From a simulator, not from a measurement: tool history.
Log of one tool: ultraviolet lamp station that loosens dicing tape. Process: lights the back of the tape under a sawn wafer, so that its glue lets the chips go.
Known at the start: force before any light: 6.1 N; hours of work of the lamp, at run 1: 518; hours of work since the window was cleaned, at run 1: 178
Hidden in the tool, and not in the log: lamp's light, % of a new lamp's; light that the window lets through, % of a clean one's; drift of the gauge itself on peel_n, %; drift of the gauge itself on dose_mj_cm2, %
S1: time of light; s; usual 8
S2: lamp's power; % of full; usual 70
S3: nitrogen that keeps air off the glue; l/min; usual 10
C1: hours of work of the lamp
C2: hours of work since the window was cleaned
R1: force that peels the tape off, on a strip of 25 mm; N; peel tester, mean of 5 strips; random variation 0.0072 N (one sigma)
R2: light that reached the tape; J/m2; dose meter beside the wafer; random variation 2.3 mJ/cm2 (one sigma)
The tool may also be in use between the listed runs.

run,day,S1,S2,S3,C1,C2,R1,R2
1,0.000,8,70,10,518,178,0.446,1720
2,0.633,8,70,10,529,189,0.460,1710
3,1.579,8,70,10,546,205,0.467,1640
4,2.221,8,70,10,557,216,0.473,1700
5,3.075,8,70,10,571,231,0.490,1590
6,3.942,8,70,10,586,246,0.484,1650
7,4.446,8,70,10,595,254,0.490,1650
8,5.383,8,70,10,611,271,0.520,1640
9,6.288,8,70,10,627,286,0.522,1560
10,6.896,8,70,10,637,297,0.532,1570
11,7.542,8,70,10,648,308,0.541,1560
12,8.104,8,70,11,658,318,0.546,1570
13,8.746,8,70,11,669,329,0.553,1520
14,9.562,8,70,11,683,343,0.557,1510
15,10.267,8,70,11,695,355,0.561,1490
16,10.746,8,70,11,704,363,0.564,1470
17,11.558,8,70,11,718,377,0.580,1440
18,12.054,8,70,11,726,385,0.575,1460
19,12.733,8,70,12,738,397,0.572,1450
20,13.408,8,70,12,749,409,0.572,1450
21,14.246,8,70,10,764,423,0.653,1420
22,14.842,4,64,4,774,433,2.486,630
# day 15.333: lamp changed
23,15.525,7,70,8,3,445,0.423,1810
24,15.925,7,70,8,10,451,0.446,1870
25,16.871,7,70,8,26,468,0.432,1850
26,17.812,7,61,13,43,484,0.488,1570
27,18.633,7,61,13,57,498,0.487,1550
28,19.300,7,61,13,68,510,0.473,1510
# day 19.367: window cleaned of glue's vapour
29,19.867,8,68,5,78,9,0.558,1800
30,20.379,11,75,8,87,17,0.230,2780
31,20.892,11,75,8,95,26,0.234,2740
32,21.771,4,87,17,111,41,0.802,1160
33,22.179,4,87,17,118,48,0.788,1140
34,22.975,4,87,17,131,62,0.790,1120
35,23.904,8,62,7,147,78,0.614,1600
36,24.408,8,62,7,156,87,0.652,1600
# day 25.008: window cleaned of glue's vapour, once more
37,25.046,8,73,8,167,1,0.307,2220
38,25.642,8,68,20,177,11,0.279,2050
39,26.508,6,69,10,192,26,0.543,1490
40,26.988,6,69,10,200,34,0.561,1500
41,27.854,6,69,10,215,49,0.576,1510
42,28.417,8,72,5,225,59,0.434,2090

Some steps in R1 between neighbouring runs. How much of each would the tool show without its hidden state too (settings, what came in, random variation), and how much is left for the hidden state, with any gauge scatter that isn't in both results?
Run 21 -> 22: S1 8 -> 4, S2 70 -> 64, S3 10 -> 4. R1 +1.833 N: hidden state +0.669, all else +1.164.
Run 22 -> 23: S1 4 -> 7, S2 64 -> 70, S3 4 -> 8, lamp changed. R1 -2.063 N: hidden state -0.987, all else -1.076.
Run 31 -> 32: S1 11 -> 4, S2 75 -> 87, S3 8 -> 17. R1 +0.568 N: hidden state +0.251, all else +0.317.
